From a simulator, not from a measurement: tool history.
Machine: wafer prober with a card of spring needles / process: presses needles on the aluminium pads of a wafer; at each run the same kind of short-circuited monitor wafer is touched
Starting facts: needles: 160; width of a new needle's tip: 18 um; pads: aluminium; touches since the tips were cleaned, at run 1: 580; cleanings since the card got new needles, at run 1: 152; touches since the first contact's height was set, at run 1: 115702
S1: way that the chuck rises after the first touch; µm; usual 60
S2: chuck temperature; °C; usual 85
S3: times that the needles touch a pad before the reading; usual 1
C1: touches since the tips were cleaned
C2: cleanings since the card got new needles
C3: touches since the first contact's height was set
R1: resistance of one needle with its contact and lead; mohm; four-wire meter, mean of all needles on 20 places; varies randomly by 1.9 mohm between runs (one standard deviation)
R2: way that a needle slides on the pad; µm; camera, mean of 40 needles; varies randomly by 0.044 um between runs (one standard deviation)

run    hour  S1   S2  S3    C1   C2      C3   R1     R2
  1     0.0  60   85   1   580  152  115702  239   7.79
        4.1  -- tips cleaned on abrasive film
       10.8  -- tips cleaned on abrasive film
       16.2  -- tips cleaned on abrasive film
       21.6  -- tips cleaned on abrasive film
       28.4  -- tips cleaned on abrasive film
       35.1  -- tips cleaned on abrasive film
       35.4  -- height of the first contact set anew
       42.1  -- tips cleaned on abrasive film
       48.9  -- tips cleaned on abrasive film
  2    49.1  60   85   1    96  160    5578  223   8.42
       54.5  -- tips cleaned on abrasive film
       59.9  -- tips cleaned on abrasive film
       65.3  -- tips cleaned on abrasive film
       70.7  -- tips cleaned on abrasive film
       77.5  -- tips cleaned on abrasive film
       82.9  -- tips cleaned on abrasive film
       88.3  -- tips cleaned on abrasive film
       93.7  -- tips cleaned on abrasive film
  3    94.9  60   85   1   484  168   24153  232   8.28
      100.3  -- tips cleaned on abrasive film
      105.7  -- tips cleaned on abrasive film
      111.1  -- tips cleaned on abrasive film
      117.8  -- tips cleaned on abrasive film
      124.5  -- tips cleaned on abrasive film
      131.3  -- tips cleaned on abrasive film
      138.0  -- tips cleaned on abrasive film
      143.4  -- tips cleaned on abrasive film
  4   144.6  60   53   1   470  176   44357  222   8.22
      150.0  -- tips cleaned on abrasive film
      155.4  -- tips cleaned on abrasive film
      162.1  -- tips cleaned on abrasive film
      167.5  -- tips cleaned on abrasive film
      174.2  -- tips cleaned on abrasive film
      179.7  -- tips cleaned on abrasive film
      185.1  -- tips cleaned on abrasive film
      190.5  -- tips cleaned on abrasive film
      195.9  -- tips cleaned on abrasive film
      202.6  -- tips cleaned on abrasive film
      209.3  -- tips cleaned on abrasive film
  5   213.6  60   53   1  1745  187   72415  260   8.10
      215.0  -- tips cleaned on abrasive film
      220.4  -- tips cleaned on abrasive film
      225.8  -- tips cleaned on abrasive film
      232.5  -- tips cleaned on abrasive film
      237.9  -- tips cleaned on abrasive film
      243.3  -- tips cleaned on abrasive film
      250.1  -- tips cleaned on abrasive film
      256.8  -- tips cleaned on abrasive film
      263.6  -- tips cleaned on abrasive film
      269.0  -- tips cleaned on abrasive film
      275.7  -- tips cleaned on abrasive film
  6   276.6  60   53   2   394  198   98023  216   7.90
      282.1  -- tips cleaned on abrasive film
      287.5  -- tips cleaned on abrasive film
      292.9  -- tips cleaned on abrasive film
      299.6  -- tips cleaned on abrasive film
      306.3  -- tips cleaned on abrasive film
      311.7  -- tips cleaned on abrasive film
      317.1  -- tips cleaned on abrasive film
      323.9  -- tips cleaned on abrasive film
      329.3  -- tips cleaned on abrasive film
  7   332.1  60   53   2  1146  207  120549  233   7.93
      334.8  -- tips cleaned on abrasive film
      340.2  -- tips cleaned on abrasive film
      347.0  -- tips cleaned on abrasive film
      353.7  -- tips cleaned on abrasive film
      355.3  -- height of the first contact set anew
      359.4  -- tips cleaned on abrasive film
      364.8  -- tips cleaned on abrasive film
      370.2  -- tips cleaned on abrasive film
      375.6  -- tips cleaned on abrasive film
      381.0  -- tips cleaned on abrasive film
      387.8  -- tips cleaned on abrasive film
  8   392.5  60   53   2  1948  217   15104  246   8.35
      393.9  -- tips cleaned on abrasive film
      399.3  -- tips cleaned on abrasive film
      404.7  -- tips cleaned on abrasive film
      411.4  -- tips cleaned on abrasive film
      416.9  -- tips cleaned on abrasive film
      423.6  -- tips cleaned on abrasive film
      429.0  -- tips cleaned on abrasive film
      435.7  -- tips cleaned on abrasive film
      442.5  -- tips cleaned on abrasive film
      449.2  -- tips cleaned on abrasive film
      454.6  -- tips cleaned on abrasive film
      460.0  -- tips cleaned on abrasive film
  9   461.3  60   53   2   550  229   43065  222   8.19
      466.0  -- tips cleaned on abrasive film
      472.7  -- tips cleaned on abrasive film
      478.2  -- tips cleaned on abrasive film
      484.9  -- tips cleaned on abrasive film
      490.3  -- tips cleaned on abrasive film
      497.0  -- tips cleaned on abrasive film
      502.4  -- tips cleaned on abrasive film
      507.8  -- tips cleaned on abrasive film
      513.2  -- tips cleaned on abrasive film
      518.7  -- tips cleaned on abrasive film
 10   519.7  42   53   2   439  239   66771  243   5.65
      525.1  -- tips cleaned on abrasive film
      530.5  -- tips cleaned on abrasive film
      537.3  -- tips cleaned on abrasive film
      544.0  -- tips cleaned on abrasive film
      550.7  -- tips cleaned on abrasive film
      557.5  -- tips cleaned on abrasive film
      562.9  -- tips cleaned on abrasive film
      569.6  -- tips cleaned on abrasive film
      575.0  -- tips cleaned on abrasive film
      581.8  -- tips cleaned on abrasive film
 11   583.7  57   28   3   805  249   92793  219   7.55
      587.8  -- tips cleaned on abrasive film
      593.2  -- tips cleaned on abrasive film
      598.6  -- tips cleaned on abrasive film
      604.0  -- tips cleaned on abrasive film
      610.7  -- tips cleaned on abrasive film
      617.5  -- tips cleaned on abrasive film
      622.9  -- tips cleaned on abrasive film
      629.6  -- tips cleaned on abrasive film
      635.0  -- tips cleaned on abrasive film
      640.4  -- tips cleaned on abrasive film
      645.8  -- tips cleaned on abrasive film
      651.2  -- tips cleaned on abrasive film
      658.0  -- tips cleaned on abrasive film
 12   659.6  60   28   1   693  262  123636  227   7.86
      663.7  -- tips cleaned on abrasive film
      670.5  -- tips cleaned on abrasive film
      674.7  -- height of the first contact set anew
      676.2  -- tips cleaned on abrasive film
      681.6  -- tips cleaned on abrasive film
      688.3  -- tips cleaned on abrasive film
      693.7  -- tips cleaned on abrasive film
      699.1  -- tips cleaned on abrasive film
      705.9  -- tips cleaned on abrasive film
      712.6  -- tips cleaned on abrasive film
      719.3  -- tips cleaned on abrasive film
      724.7  -- tips cleaned on abrasive film
 13   729.1  74  116   2  1810  273   22094  241  10.23
      730.5  -- tips cleaned on abrasive film
      737.3  -- tips cleaned on abrasive film
      742.7  -- tips cleaned on abrasive film
      749.4  -- tips cleaned on abrasive film
      756.1  -- tips cleaned on abrasive film
      762.9  -- tips cleaned on abrasive film
 14   768.2  53   76   1  2190  279   37991  302   7.31
      769.6  -- tips cleaned on abrasive film
      776.3  -- tips cleaned on abrasive film
      781.8  -- tips cleaned on abrasive film
      787.2  -- tips cleaned on abrasive film
      793.9  -- tips cleaned on abrasive film
      799.3  -- tips cleaned on abrasive film
      804.7  -- tips cleaned on abrasive film
      810.1  -- tips cleaned on abrasive film
      816.8  -- tips cleaned on abrasive film
      822.3  -- tips cleaned on abrasive film
      829.0  -- tips cleaned on abrasive film
      834.4  -- tips cleaned on abrasive film
 15   839.0  53   76   2  1888  291   66740  265   7.19
      840.4  -- tips cleaned on abrasive film
      845.8  -- tips cleaned on abrasive film
      851.2  -- tips cleaned on abrasive film
      857.9  -- tips cleaned on abrasive film
      863.3  -- tips cleaned on abrasive film
      870.1  -- tips cleaned on abrasive film
      875.5  -- tips cleaned on abrasive film
      880.9  -- tips cleaned on abrasive film
      886.3  -- tips cleaned on abrasive film
 16   890.8  56  118   2  1854  300   87781  271   7.54
      892.2  -- tips cleaned on abrasive film
      898.9  -- tips cleaned on abrasive film
      905.7  -- tips cleaned on abrasive film
      911.1  -- tips cleaned on abrasive film
      916.5  -- tips cleaned on abrasive film
      921.9  -- tips cleaned on abrasive film
      928.6  -- tips cleaned on abrasive film
      934.0  -- tips cleaned on abrasive film
      940.8  -- tips cleaned on abrasive film
      947.5  -- tips cleaned on abrasive film
      954.2  -- tips cleaned on abrasive film
      959.7  -- tips cleaned on abrasive film
 17   961.7  56  118   2   851  312  116589  253   7.38
      965.8  -- tips cleaned on abrasive film
      971.2  -- tips cleaned on abrasive film
      976.6  -- tips cleaned on abrasive film
      982.0  -- tips cleaned on abrasive film
      987.4  -- tips cleaned on abrasive film
      994.2  -- tips cleaned on abrasive film
      994.5  -- height of the first contact set anew
      999.9  -- tips cleaned on abrasive film
     1006.6  -- tips cleaned on abrasive film
     1013.3  -- tips cleaned on abrasive film
 18  1016.7  44   49   1  1401  321    9076  319   6.11

Forecast each of these 4 alternatives for the next run:
     1019.5  -- tips cleaned on abrasive film
     1026.2  -- tips cleaned on abrasive film
     1031.6  -- tips cleaned on abrasive film
     1037.0  -- tips cleaned on abrasive film
     1043.8  -- tips cleaned on abrasive film
     1050.5  -- tips cleaned on abrasive film
     1055.9  -- tips cleaned on abrasive film
     1062.6  -- tips cleaned on abrasive film
     1068.0  -- tips cleaned on abrasive film
     1074.8  -- tips cleaned on abrasive film
  A  1078.8  44  33   1  1661  331  34309   ?   ?
     1019.5  -- tips cleaned on abrasive film
     1026.2  -- tips cleaned on abrasive film
     1031.6  -- tips cleaned on abrasive film
     1037.0  -- tips cleaned on abrasive film
     1043.8  -- tips cleaned on abrasive film
     1050.5  -- tips cleaned on abrasive film
     1055.9  -- tips cleaned on abrasive film
     1062.6  -- tips cleaned on abrasive film
     1068.0  -- tips cleaned on abrasive film
     1074.8  -- tips cleaned on abrasive film
  B  1078.8  47  29   1  1661  331  34309   ?   ?
     1019.5  -- tips cleaned on abrasive film
     1026.2  -- tips cleaned on abrasive film
     1031.6  -- tips cleaned on abrasive film
     1037.0  -- tips cleaned on abrasive film
     1043.8  -- tips cleaned on abrasive film
     1050.5  -- tips cleaned on abrasive film
     1055.9  -- tips cleaned on abrasive film
     1062.6  -- tips cleaned on abrasive film
     1068.0  -- tips cleaned on abrasive film
     1074.8  -- tips cleaned on abrasive film
  C  1078.8  80  85   1  1661  331  34309   ?   ?
     1019.5  -- tips cleaned on abrasive film
     1026.2  -- tips cleaned on abrasive film
     1031.6  -- tips cleaned on abrasive film
     1037.0  -- tips cleaned on abrasive film
     1043.8  -- tips cleaned on abrasive film
     1050.5  -- tips cleaned on abrasive film
     1055.9  -- tips cleaned on abrasive film
     1062.6  -- tips cleaned on abrasive film
     1068.0  -- tips cleaned on abrasive film
     1074.8  -- tips cleaned on abrasive film
  D  1078.8  47  85   2  1661  331  34309   ?   ?

run   R1     R2
  A  318   6.00
  B  304   6.46
  C  241  11.15
  D  278   6.48
Take away the tool's hidden state, keep each run's random variation, and the runs would have read:
run   R1     R2
  A  202   6.13
  B  201   6.59
  C  204  11.28
  D  214   6.61
